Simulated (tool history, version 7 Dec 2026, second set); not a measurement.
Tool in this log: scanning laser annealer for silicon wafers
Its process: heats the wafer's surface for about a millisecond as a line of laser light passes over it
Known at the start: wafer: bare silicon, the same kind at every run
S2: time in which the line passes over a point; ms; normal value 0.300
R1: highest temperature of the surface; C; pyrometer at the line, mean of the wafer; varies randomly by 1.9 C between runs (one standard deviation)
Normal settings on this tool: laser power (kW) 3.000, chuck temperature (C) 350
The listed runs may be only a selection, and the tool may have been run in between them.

{"run": 1, "hour": 0.0, "laser power (kW)": 3.0, "S2": 0.3, "chuck temperature (C)": 350, "R1": 1116}
{"run": 2, "hour": 10.6, "laser power (kW)": 3.0, "S2": 0.3, "chuck temperature (C)": 350, "R1": 1115}
{"run": 3, "hour": 21.1, "laser power (kW)": 3.0, "S2": 0.3, "chuck temperature (C)": 350, "R1": 1115}
{"run": 4, "hour": 27.7, "laser power (kW)": 3.0, "S2": 0.3, "chuck temperature (C)": 350, "R1": 1116}
{"run": 5, "hour": 36.0, "laser power (kW)": 3.0, "S2": 0.3, "chuck temperature (C)": 350, "R1": 1116}
{"run": 6, "hour": 46.9, "laser power (kW)": 3.0, "S2": 0.3, "chuck temperature (C)": 350, "R1": 1119}
{"run": 7, "hour": 55.2, "laser power (kW)": 3.0, "S2": 0.3, "chuck temperature (C)": 336, "R1": 1101}
{"run": 8, "hour": 65.0, "laser power (kW)": 3.0, "S2": 0.3, "chuck temperature (C)": 336, "R1": 1101}
{"run": 9, "hour": 71.8, "laser power (kW)": 3.0, "S2": 0.3, "chuck temperature (C)": 336, "R1": 1100}
{"run": 10, "hour": 81.8, "laser power (kW)": 3.0, "S2": 0.3, "chuck temperature (C)": 336, "R1": 1101}
{"run": 11, "hour": 90.3, "laser power (kW)": 3.09, "S2": 0.3, "chuck temperature (C)": 350, "R1": 1138}
{"run": 12, "hour": 99.1, "laser power (kW)": 3.097, "S2": 0.3, "chuck temperature (C)": 350, "R1": 1142}
{"run": 13, "hour": 110.5, "laser power (kW)": 3.0, "S2": 0.347, "chuck temperature (C)": 350, "R1": 1178}
{"run": 14, "hour": 117.4, "laser power (kW)": 3.0, "S2": 0.347, "chuck temperature (C)": 350, "R1": 1177}
{"run": 15, "hour": 122.6, "laser power (kW)": 3.0, "S2": 0.3, "chuck temperature (C)": 350, "R1": 1114}
{"run": 16, "hour": 132.7, "laser power (kW)": 3.0, "S2": 0.3, "chuck temperature (C)": 350, "R1": 1116}
{"run": 17, "hour": 144.1, "laser power (kW)": 3.0, "S2": 0.3, "chuck temperature (C)": 350, "R1": 1112}
{"run": 18, "hour": 153.5, "laser power (kW)": 3.0, "S2": 0.3, "chuck temperature (C)": 350, "R1": 1115}
{"run": 19, "hour": 160.0, "laser power (kW)": 3.0, "S2": 0.3, "chuck temperature (C)": 350, "R1": 1116}
{"run": 20, "hour": 166.4, "laser power (kW)": 3.0, "S2": 0.3, "chuck temperature (C)": 350, "R1": 1112}
{"run": 21, "hour": 172.0, "laser power (kW)": 3.0, "S2": 0.3, "chuck temperature (C)": 350, "R1": 1114}
{"run": 22, "hour": 178.7, "laser power (kW)": 3.0, "S2": 0.255, "chuck temperature (C)": 380, "R1": 1077}
{"run": 23, "hour": 185.3, "laser power (kW)": 2.663, "S2": 0.253, "chuck temperature (C)": 380, "R1": 993}
{"run": 24, "hour": 193.7, "laser power (kW)": 2.813, "S2": 0.231, "chuck temperature (C)": 315, "R1": 935}
{"run": 25, "hour": 202.3, "laser power (kW)": 2.813, "S2": 0.231, "chuck temperature (C)": 315, "R1": 933}
{"run": 26, "hour": 207.9, "laser power (kW)": 2.653, "S2": 0.302, "chuck temperature (C)": 378, "R1": 1050}
{"run": 27, "hour": 214.4, "laser power (kW)": 2.744, "S2": 0.3, "chuck temperature (C)": 311, "R1": 1009}
{"run": 28, "hour": 220.1, "laser power (kW)": 3.227, "S2": 0.24, "chuck temperature (C)": 311, "R1": 1038}
{"run": 29, "hour": 228.8, "laser power (kW)": 2.863, "S2": 0.3, "chuck temperature (C)": 350, "R1": 1076}
{"run": 30, "hour": 240.1, "laser power (kW)": 3.199, "S2": 0.3, "chuck temperature (C)": 350, "R1": 1162}
{"run": 31, "hour": 251.4, "laser power (kW)": 2.874, "S2": 0.371, "chuck temperature (C)": 363, "R1": 1181}
{"run": 32, "hour": 256.9, "laser power (kW)": 2.593, "S2": 0.3, "chuck temperature (C)": 350, "R1": 1003}
{"run": 33, "hour": 265.2, "laser power (kW)": 2.654, "S2": 0.3, "chuck temperature (C)": 346, "R1": 1019}
{"run": 34, "hour": 271.0, "laser power (kW)": 2.914, "S2": 0.333, "chuck temperature (C)": 341, "R1": 1121}
{"run": 35, "hour": 277.3, "laser power (kW)": 2.914, "S2": 0.333, "chuck temperature (C)": 341, "R1": 1123}
{"run": 36, "hour": 285.3, "laser power (kW)": 3.0, "S2": 0.273, "chuck temperature (C)": 384, "R1": 1109}
{"run": 37, "hour": 293.0, "laser power (kW)": 3.0, "S2": 0.273, "chuck temperature (C)": 384, "R1": 1105}
{"run": 38, "hour": 303.4, "laser power (kW)": 3.193, "S2": 0.302, "chuck temperature (C)": 340, "R1": 1156}
{"run": 39, "hour": 311.3, "laser power (kW)": 3.193, "S2": 0.302, "chuck temperature (C)": 340, "R1": 1153}
{"run": 40, "hour": 316.9, "laser power (kW)": 2.983, "S2": 0.217, "chuck temperature (C)": 331, "R1": 965}
{"run": 41, "hour": 327.8, "laser power (kW)": 2.983, "S2": 0.247, "chuck temperature (C)": 331, "R1": 1010}

4 ways to go on from here, each from the tool as it stands after run 41. What would each give?
{"run": "A", "hour": 335.5, "laser power (kW)": 2.999, "S2": 0.367, "chuck temperature (C)": 360, "R1": "?"}
{"run": "B", "hour": 335.5, "laser power (kW)": 2.983, "S2": 0.243, "chuck temperature (C)": 331, "R1": "?"}
{"run": "C", "hour": 335.5, "laser power (kW)": 3.0, "S2": 0.3, "chuck temperature (C)": 313, "R1": "?"}
{"run": "D", "hour": 335.5, "laser power (kW)": 2.733, "S2": 0.257, "chuck temperature (C)": 373, "R1": "?"}

run=A R1=1213
run=B R1=1002
run=C R1=1072
run=D R1=1007
Without the tool's hidden state the same runs would have given:
run=A R1=1239
run=B R1=1022
run=C R1=1094
run=D R1=1026
